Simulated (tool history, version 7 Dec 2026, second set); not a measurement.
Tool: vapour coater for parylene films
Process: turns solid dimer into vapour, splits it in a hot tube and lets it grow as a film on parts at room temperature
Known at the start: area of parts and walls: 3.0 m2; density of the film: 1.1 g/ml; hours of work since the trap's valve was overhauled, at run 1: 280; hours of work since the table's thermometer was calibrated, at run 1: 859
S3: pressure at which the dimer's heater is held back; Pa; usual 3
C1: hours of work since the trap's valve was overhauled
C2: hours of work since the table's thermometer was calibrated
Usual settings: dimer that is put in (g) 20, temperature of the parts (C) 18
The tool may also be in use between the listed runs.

Run 1, hour 0: usual settings; C1 280; C2 859. Result: thickness of the film (um) 3.91.
Run 2, hour 27.6: usual settings; C1 303; C2 881. Result: thickness of the film (um) 3.91.
Run 3, hour 61.8: usual settings but temperature of the parts (C) 23; C1 330; C2 909. Result: thickness of the film (um) 3.25.
Run 4, hour 106.4: usual settings but temperature of the parts (C) 23; C1 366; C2 945. Result: thickness of the film (um) 3.3.
Run 5, hour 155.2: usual settings but temperature of the parts (C) 23; C1 405; C2 984. Result: thickness of the film (um) 3.3.
Run 6, hour 211.6: usual settings but temperature of the parts (C) 16; C1 451; C2 1030. Result: thickness of the film (um) 4.12.
Run 7, hour 258.4: usual settings but temperature of the parts (C) 16; C1 489; C2 1068. Result: thickness of the film (um) 4.06.
Run 8, hour 287: usual settings but temperature of the parts (C) 16; C1 512; C2 1091. Result: thickness of the film (um) 4.08.
Run 9, hour 332.3: usual settings but temperature of the parts (C) 16; C1 548; C2 1127. Result: thickness of the film (um) 4.09.
At hour 350.9: trap's valve overhauled.
Run 10, hour 361.2: usual settings but temperature of the parts (C) 16; C1 8; C2 1147. Result: thickness of the film (um) 4.25.
Run 11, hour 411.2: usual settings but S3 11.76 Pa; C1 49; C2 1188. Result: thickness of the film (um) 3.31.
Run 12, hour 457.5: usual settings but S3 11.76 Pa; C1 86; C2 1225. Result: thickness of the film (um) 3.3.
Run 13, hour 505.8: usual settings; C1 125; C2 1264. Result: thickness of the film (um) 3.94.
Run 14, hour 551.7: usual settings; C1 162; C2 1301. Result: thickness of the film (um) 3.96.
Run 15, hour 593.4: usual settings; C1 195; C2 1334. Result: thickness of the film (um) 3.9.
Run 16, hour 630.5: usual settings; C1 225; C2 1364. Result: thickness of the film (um) 3.91.
Run 17, hour 666: usual settings; C1 254; C2 1393. Result: thickness of the film (um) 3.89.
Run 18, hour 714.5: usual settings but temperature of the parts (C) 12; C1 293; C2 1432. Result: thickness of the film (um) 4.73.
Run 19, hour 740.6: usual settings but temperature of the parts (C) 30; C1 314; C2 1453. Result: thickness of the film (um) 2.59.
Run 20, hour 775.4: usual settings but temperature of the parts (C) 30; C1 342; C2 1481. Result: thickness of the film (um) 2.63.
Run 21, hour 814.2: usual settings; C1 373; C2 1512. Result: thickness of the film (um) 3.86.
Run 22, hour 866.5: usual settings but temperature of the parts (C) 16; C1 416; C2 1554. Result: thickness of the film (um) 4.07.
Run 23, hour 900.6: usual settings; C1 443; C2 1582. Result: thickness of the film (um) 3.88.
Run 24, hour 952.7: usual settings but dimer that is put in (g) 27, temperature of the parts (C) 16; C1 485; C2 1624. Result: thickness of the film (um) 5.46.
Run 25, hour 1005.6: usual settings but dimer that is put in (g) 15, temperature of the parts (C) 27, S3 2.81 Pa; C1 528; C2 1667. Result: thickness of the film (um) 2.16.
Run 26, hour 1037.7: usual settings but dimer that is put in (g) 15, temperature of the parts (C) 27, S3 2.81 Pa; C1 554; C2 1692. Result: thickness of the film (um) 2.14.

The next listed run, before its measurement:
At hour 1048.9: trap's valve overhauled.
Run 27, hour 1086.1: usual settings but dimer that is put in (g) 10, temperature of the parts (C) 19, S3 2.08 Pa; C1 30; C2 1728. Result: thickness of the film (um) ?.

Run 27 gave thickness of the film (um) 2.02.
Without the tool's hidden state the same run would have given thickness of the film (um) 2.08.
